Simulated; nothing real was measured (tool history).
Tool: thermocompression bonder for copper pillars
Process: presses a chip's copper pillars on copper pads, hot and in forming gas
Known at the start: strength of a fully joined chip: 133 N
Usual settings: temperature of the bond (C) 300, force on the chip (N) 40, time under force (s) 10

run,hour,temperature of the bond (C),force on the chip (N),time under force (s),force that shears a chip off (N)
1,0.0,300,40,10,75.4
2,36.1,300,40,10,74.5
3,94.2,300,40,10,73.5
# hour 101.2: force cell calibrated
4,148.1,300,40,10,78.2
5,188.6,300,40,10,78.3
6,257.4,324,37,11,87.2
7,300.1,299,40,8,71.4
8,367.1,289,59,9,87.8
# hour 371.8: forming gas filter changed
9,422.0,322,26,10,73.9
10,476.8,284,33,10,64.6

5 ways to go on from here, each from the tool as it stands after run 10. What would each give?
A,520.6,297,26,8,?
B,520.6,284,24,10,?
C,520.6,314,41,19,?
D,520.6,284,40,12,?
E,520.6,289,47,8,?

run,force that shears a chip off (N)
A,54.1
B,50.7
C,103.5
D,77.0
E,78.0
Without the tool's hidden state the same runs would have given:
run,force that shears a chip off (N)
A,53.1
B,49.6
C,103.7
D,76.0
E,77.0

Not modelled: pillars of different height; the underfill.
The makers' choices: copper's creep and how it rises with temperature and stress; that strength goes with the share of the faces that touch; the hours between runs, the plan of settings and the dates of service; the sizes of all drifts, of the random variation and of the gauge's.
